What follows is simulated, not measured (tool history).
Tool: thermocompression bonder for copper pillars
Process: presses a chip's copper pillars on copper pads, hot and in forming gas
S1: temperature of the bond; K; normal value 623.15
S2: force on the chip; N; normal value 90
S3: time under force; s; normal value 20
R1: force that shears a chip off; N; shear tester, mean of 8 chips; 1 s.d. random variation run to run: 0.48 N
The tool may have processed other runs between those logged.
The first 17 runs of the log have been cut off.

Run 18, hour 121.2: usual settings but S1 626.15 K. Result: R1 66 N.
Run 19, hour 129.8: usual settings. Result: R1 64.1 N.
At hour 132.7: forming gas filter changed.
Run 20, hour 134.3: usual settings but S1 625.15 K. Result: R1 67.9 N.
Run 21, hour 144.1: usual settings but S1 618.15 K, S2 73 N, S3 10 s. Result: R1 40.6 N.
Run 22, hour 148.7: usual settings but S1 619.15 K. Result: R1 63.4 N.
Run 23, hour 153.4: usual settings but S1 621.15 K, S3 23 s. Result: R1 67.8 N.
Run 24, hour 160.5: usual settings but S1 652.15 K, S2 54 N, S3 21 s. Result: R1 63.6 N.
Run 25, hour 168.4: usual settings but S1 652.15 K, S2 65 N, S3 34 s. Result: R1 86.2 N.
Run 26, hour 174.8: usual settings but S1 597.15 K, S2 100 N, S3 58 s. Result: R1 76.3 N.
Run 27, hour 183.7: usual settings but S1 652.15 K, S2 93 N, S3 17 s. Result: R1 85.1 N.

Run 28 comes next. What will it give?
Run 28, hour 193: usual settings but S1 652.15 K, S2 93 N, S3 17 s. Result: R1 ?.

R1: 85 N
If the tool had no hidden condition, the same run with the same run-to-run variation would have returned R1 79.8 N.
